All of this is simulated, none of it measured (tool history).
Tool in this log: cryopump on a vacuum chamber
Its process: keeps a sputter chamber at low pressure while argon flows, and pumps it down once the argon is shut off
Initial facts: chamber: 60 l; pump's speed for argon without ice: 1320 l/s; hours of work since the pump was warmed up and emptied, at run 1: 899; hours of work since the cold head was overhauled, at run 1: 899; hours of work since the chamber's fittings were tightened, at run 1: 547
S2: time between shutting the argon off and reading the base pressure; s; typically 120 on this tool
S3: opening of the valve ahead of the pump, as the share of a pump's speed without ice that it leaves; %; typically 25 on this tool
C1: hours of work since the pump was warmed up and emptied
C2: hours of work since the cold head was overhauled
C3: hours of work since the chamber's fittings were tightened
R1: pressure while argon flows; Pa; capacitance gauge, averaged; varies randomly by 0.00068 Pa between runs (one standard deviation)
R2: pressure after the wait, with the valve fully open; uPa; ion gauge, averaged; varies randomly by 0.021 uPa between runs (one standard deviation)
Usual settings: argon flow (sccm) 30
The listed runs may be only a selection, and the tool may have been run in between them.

{"run": 1, "hour": 0.0, "argon flow (sccm)": 30, "S2": 120, "S3": 25, "C1": 899, "C2": 899, "C3": 547, "R1": 0.1641, "R2": 2.23}
{"run": 2, "hour": 76.7, "argon flow (sccm)": 28, "S2": 120, "S3": 25, "C1": 936, "C2": 936, "C3": 584, "R1": 0.1521, "R2": 2.4}
{"run": 3, "hour": 142.0, "argon flow (sccm)": 28, "S2": 120, "S3": 25, "C1": 968, "C2": 968, "C3": 616, "R1": 0.1544, "R2": 2.53}
{"run": 4, "hour": 208.3, "argon flow (sccm)": 28, "S2": 133, "S3": 25, "C1": 1000, "C2": 1000, "C3": 649, "R1": 0.1536, "R2": 2.57}
{"run": 5, "hour": 313.2, "argon flow (sccm)": 28, "S2": 133, "S3": 25, "C1": 1052, "C2": 1052, "C3": 700, "R1": 0.1551, "R2": 2.83}
{"run": 6, "hour": 429.1, "argon flow (sccm)": 28, "S2": 133, "S3": 25, "C1": 1108, "C2": 1108, "C3": 756, "R1": 0.1552, "R2": 3}
{"hour": 453.5, "done": "pump warmed up, emptied and cooled again"}
{"run": 7, "hour": 495.4, "argon flow (sccm)": 28, "S2": 133, "S3": 25, "C1": 20, "C2": 1138, "C3": 786, "R1": 0.1448, "R2": 2.43}
{"run": 8, "hour": 587.9, "argon flow (sccm)": 53, "S2": 133, "S3": 20, "C1": 66, "C2": 1183, "C3": 831, "R1": 0.3419, "R2": 2.63}
{"run": 9, "hour": 699.0, "argon flow (sccm)": 41, "S2": 29, "S3": 25, "C1": 120, "C2": 1237, "C3": 885, "R1": 0.2118, "R2": 3.61}
{"run": 10, "hour": 765.9, "argon flow (sccm)": 41, "S2": 29, "S3": 25, "C1": 152, "C2": 1270, "C3": 918, "R1": 0.2125, "R2": 3.85}
{"run": 11, "hour": 861.9, "argon flow (sccm)": 20, "S2": 45, "S3": 24, "C1": 199, "C2": 1317, "C3": 965, "R1": 0.1087, "R2": 3.5}
{"run": 12, "hour": 943.3, "argon flow (sccm)": 20, "S2": 45, "S3": 24, "C1": 239, "C2": 1357, "C3": 1005, "R1": 0.1087, "R2": 3.54}
{"run": 13, "hour": 1006.9, "argon flow (sccm)": 20, "S2": 45, "S3": 24, "C1": 270, "C2": 1388, "C3": 1036, "R1": 0.1084, "R2": 3.69}

Consider 4 possible next runs. They are alternatives, not a sequence: every one starts from the tool as it was left by run 13. What does each give?
{"run": "A", "hour": 1113.6, "argon flow (sccm)": 39, "S2": 20, "S3": 15, "C1": 322, "C2": 1440, "C3": 1088, "R1": "?", "R2": "?"}
{"run": "B", "hour": 1113.6, "argon flow (sccm)": 59, "S2": 267, "S3": 29, "C1": 322, "C2": 1440, "C3": 1088, "R1": "?", "R2": "?"}
{"run": "C", "hour": 1113.6, "argon flow (sccm)": 17, "S2": 107, "S3": 42, "C1": 322, "C2": 1440, "C3": 1088, "R1": "?", "R2": "?"}
{"run": "D", "hour": 1113.6, "argon flow (sccm)": 30, "S2": 152, "S3": 25, "C1": 322, "C2": 1440, "C3": 1088, "R1": "?", "R2": "?"}

run=A R1=0.3351 R2=4.89
run=B R1=0.2671 R2=3.16
run=C R1=0.0538 R2=3.45
run=D R1=0.158 R2=3.31
The same runs, with their run-to-run variation unchanged, on a tool lacking any hidden condition would have given:
run=A R1=0.3306 R2=1.99
run=B R1=0.2602 R2=0.33
run=C R1=0.0518 R2=0.56
run=D R1=0.1545 R2=0.47

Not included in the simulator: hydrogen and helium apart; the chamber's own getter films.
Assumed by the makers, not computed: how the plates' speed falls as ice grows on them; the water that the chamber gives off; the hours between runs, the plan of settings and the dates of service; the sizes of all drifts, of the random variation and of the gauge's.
